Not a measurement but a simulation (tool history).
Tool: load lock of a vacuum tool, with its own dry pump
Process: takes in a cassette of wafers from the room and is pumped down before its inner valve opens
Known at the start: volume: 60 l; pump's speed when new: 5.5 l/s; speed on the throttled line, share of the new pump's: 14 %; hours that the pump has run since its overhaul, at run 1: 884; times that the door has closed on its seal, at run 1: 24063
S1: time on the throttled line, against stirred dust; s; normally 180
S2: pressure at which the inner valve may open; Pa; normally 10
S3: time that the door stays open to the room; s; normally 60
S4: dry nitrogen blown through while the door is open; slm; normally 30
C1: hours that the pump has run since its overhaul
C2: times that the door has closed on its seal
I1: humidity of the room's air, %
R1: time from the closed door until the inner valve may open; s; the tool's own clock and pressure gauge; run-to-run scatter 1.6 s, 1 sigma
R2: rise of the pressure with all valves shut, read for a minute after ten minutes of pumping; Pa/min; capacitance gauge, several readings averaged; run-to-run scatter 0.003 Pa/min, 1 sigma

run	day	S1	S2	S3	S4	C1	C2	I1	R1	R2
1	0	180	10	60	30	884	24063	46.6	258.7	0.14
2	14.529	180	10	60	30	1233	24602	43.6	259.4	0.144
3	39.058	180	13	60	30	1822	25513	40.4	254	0.144
4	52.971	180	13	60	30	2156	26030	42.1	254.6	0.15
5	73.979	180	13	60	30	2660	26811	49	258	0.162
6	91	180	8	60	30	3068	27443	42.4	261.7	0.159
7	110.25	302	10	60	30	3530	28158	41.9	363.2	0.169
8	127.454	237	10	60	30	3943	28797	44.1	311.1	0.172
9	148.05	180	10	222	30	4438	29562	46.8	260.9	0.212
10	172.408	180	10	222	30	5022	30467	44.1	262.5	0.215
11	188.404	180	10	222	30	5406	31061	46.5	262.6	0.22
12	204.983	180	10	222	30	5804	31677	41.5	261.8	0.22
13	227.792	180	10	222	30	6351	32524	45.7	264.2	0.243
14	239.129	180	18	60	30	6623	32945	45.1	255.8	0.206
15	262.725	180	18	60	30	7190	33821	44	261.1	0.213
16	277.588	180	18	60	30	7546	34373	43.6	261.4	0.212
17	299.871	180	18	60	30	8081	35201	44.2	261.4	0.224
18	310.096	180	9	60	30	8327	35581	44.8	266.9	0.229
19	324.883	180	9	60	30	8682	36130	45.7	267.9	0.237
20	346.604	180	9	60	30	9203	36937	46	268.7	0.237
21	365.433	140	12	31	43	9655	37636	46.7	235.7	0.239
22	383.517	180	10	25	29	10089	38308	47.9	268.9	0.244
23	397.7	178	9	60	30	10429	38835	46.6	268.7	0.254
24	419.546	188	9	60	30	10953	39646	46.4	279.5	0.257
25	443.692	187	11	28	24	11533	40543	43.9	274.9	0.264
26	456.858	187	13	28	24	11849	41032	44.4	275	0.28
27	476.15	121	15	28	24	12312	41749	48.2	219.9	0.285
28	497.388	121	15	28	24	12822	42537	44.3	220.2	0.284
29	507.35	102	15	80	24	13061	42908	43.8	204	0.304
30	521.329	180	10	188	38	13396	43427	47.8	275.5	0.321
31	531.704	180	10	188	38	13645	43812	44.6	278.4	0.331
32	547.342	180	10	188	38	14021	44393	47.4	274.7	0.336
33	562.05	122	10	46	38	14374	44939	43.1	227.1	0.314
34	579.1	180	15	60	16	14783	45573	42.2	273.8	0.331
35	593.75	180	15	60	16	15134	46117	45.8	272.8	0.348
36	609.654	180	10	57	30	15516	46708	45.4	278.8	0.332

Below are 3 alternative next runs, each starting from the tool's condition after run 36. Predict each:
# day 627.788: dry pump taken out, an overhauled one fitted
A	631.242	180	10	108	30	83	47500	41.9	?	?
# day 627.788: dry pump taken out, an overhauled one fitted
B	631.242	180	10	60	5	83	47500	47.5	?	?
# day 627.788: dry pump taken out, an overhauled one fitted
C	631.242	180	9	56	18	83	47500	40.3	?	?

run	R1	R2
A	256.1	0.36
B	258.6	0.37
C	258.4	0.345
What these runs would have given with no unlogged condition in the tool:
run	R1	R2
A	255.5	0.037
B	258.1	0.051
C	257.7	0.026
